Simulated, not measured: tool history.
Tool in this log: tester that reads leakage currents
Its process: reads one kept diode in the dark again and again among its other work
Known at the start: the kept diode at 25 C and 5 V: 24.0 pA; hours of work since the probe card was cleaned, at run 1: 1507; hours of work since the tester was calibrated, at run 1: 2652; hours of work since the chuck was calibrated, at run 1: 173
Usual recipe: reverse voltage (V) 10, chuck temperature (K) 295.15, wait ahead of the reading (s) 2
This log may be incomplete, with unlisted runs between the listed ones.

run	day	reverse voltage (V)	chuck temperature (K)	wait ahead of the reading (s)	hours of work since the probe card was cleaned	hours of work since the tester was calibrated	hours of work since the chuck was calibrated	current that the tester gives (pA)
1	0	10	295.15	2	1507	2652	173	35.28
# day 1.438: tester calibrated
2	2.362	10	298.15	2	1532	10	199	42.53
3	4.196	10	298.15	2	1553	31	220	42.38
4	7.546	10	298.15	2	1590	68	257	42.63
5	9.492	10	295.15	2	1612	90	279	35.15
6	11.367	10	295.15	2	1633	111	300	35.28
# day 12.858: tester calibrated, once more
7	14.767	10	295.15	1.31	1670	21	337	37.93
8	16.5	10	295.15	1.31	1690	41	357	37.75
9	18.454	10	295.15	2	1712	63	378	36.96
10	20.175	10	308.15	2	1731	82	398	89.88
11	22.292	10	295.15	2	1755	106	421	37.04
12	24.421	10	295.15	2	1779	130	445	37.02
13	26.554	10	295.15	2	1803	153	469	37.1
14	28.104	10	295.15	2	1820	171	487	37.23
15	31.658	10	295.15	0.37	1860	211	526	45.66
# day 34.854: chuck's temperature calibrated
16	34.958	10	295.15	0.37	1896	247	1	47.9
17	37.362	10	295.15	2	1923	274	28	39.81
18	41.079	10	295.15	2	1964	315	70	39.93
19	42.612	2	295.15	2	1982	332	87	15.26
20	44.458	2	295.15	2	2002	353	108	15.26
21	47.025	1.1	309.15	0.76	2031	382	136	36.29
22	49.842	6.6	295.15	1.61	2063	413	168	31.03
23	51.433	10.8	298.15	0.6	2080	431	186	55.41
24	53.608	6.8	314.15	0.6	2105	456	210	126.45
25	55.954	6.8	314.15	0.6	2131	482	236	126.74
26	57.742	13.7	295.15	6.01	2151	502	256	48.35
27	59.767	10.9	295.15	7.21	2174	525	279	41.45
28	62.783	10.9	297.15	6.73	2208	558	313	46.61
29	64.946	3.6	302.15	2	2232	583	337	35.32
30	67.612	7.8	295.15	7.48	2262	613	367	33.33
31	70.067	7.8	295.15	7.48	2289	640	395	33.51
32	72.296	5.7	296.15	2	2314	665	420	29.8
33	75.842	5.7	296.15	2	2354	705	459	30.05
34	78.496	5.7	296.15	2	2384	735	489	29.94
35	81.679	1	330.15	7.22	2419	770	525	180.48
36	83.271	1	330.15	7.22	2437	788	543	178.7
# day 84.896: chuck's temperature calibrated
37	85.912	2.4	295.15	0.63	2466	817	11	19.05
38	89.612	10	296.15	1.2	2507	858	53	47.31
39	92.471	1.2	294.15	2	2539	890	85	11.27
40	94.112	10	295.15	1.33	2558	909	103	44.88

Hidden condition of the tool, last listed run before each entry between runs versus first listed run after:
Run 1 -> run 2: tester calibrated (day 1.438)
  stray current of the dirty probe card, pA a volt: 1.109 -> 1.125; current scale over the true one, %: -2.39 -> -3.9; true chuck temperature over the reading, C: -0.31 -> -0.36
  the result without the hidden state subtracted from the measured one, current that the tester gives (pA): +9.28 -> +8.27
Run 6 -> run 7: tester calibrated, once more (day 12.858)
  stray current of the dirty probe card, pA a volt: 1.195 -> 1.223; current scale over the true one, %: -4 -> 0.15; true chuck temperature over the reading, C: -0.55 -> -0.62
  the result without the hidden state subtracted from the measured one, current that the tester gives (pA): +9.05 -> +10.71
Run 15 -> run 16: chuck's temperature calibrated (day 34.854)
  stray current of the dirty probe card, pA a volt: 1.36 -> 1.389; current scale over the true one, %: -0.03 -> -0.06; true chuck temperature over the reading, C: -0.97 -> 0
  the result without the hidden state subtracted from the measured one, current that the tester gives (pA): +11.22 -> +13.61
Run 36 -> run 37: chuck's temperature calibrated (day 84.896)
  stray current of the dirty probe card, pA a volt: 1.773 -> 1.793; current scale over the true one, %: -0.58 -> -0.61; true chuck temperature over the reading, C: -1 -> 0.04
  the result without the hidden state subtracted from the measured one, current that the tester gives (pA): -13.78 -> +4.21

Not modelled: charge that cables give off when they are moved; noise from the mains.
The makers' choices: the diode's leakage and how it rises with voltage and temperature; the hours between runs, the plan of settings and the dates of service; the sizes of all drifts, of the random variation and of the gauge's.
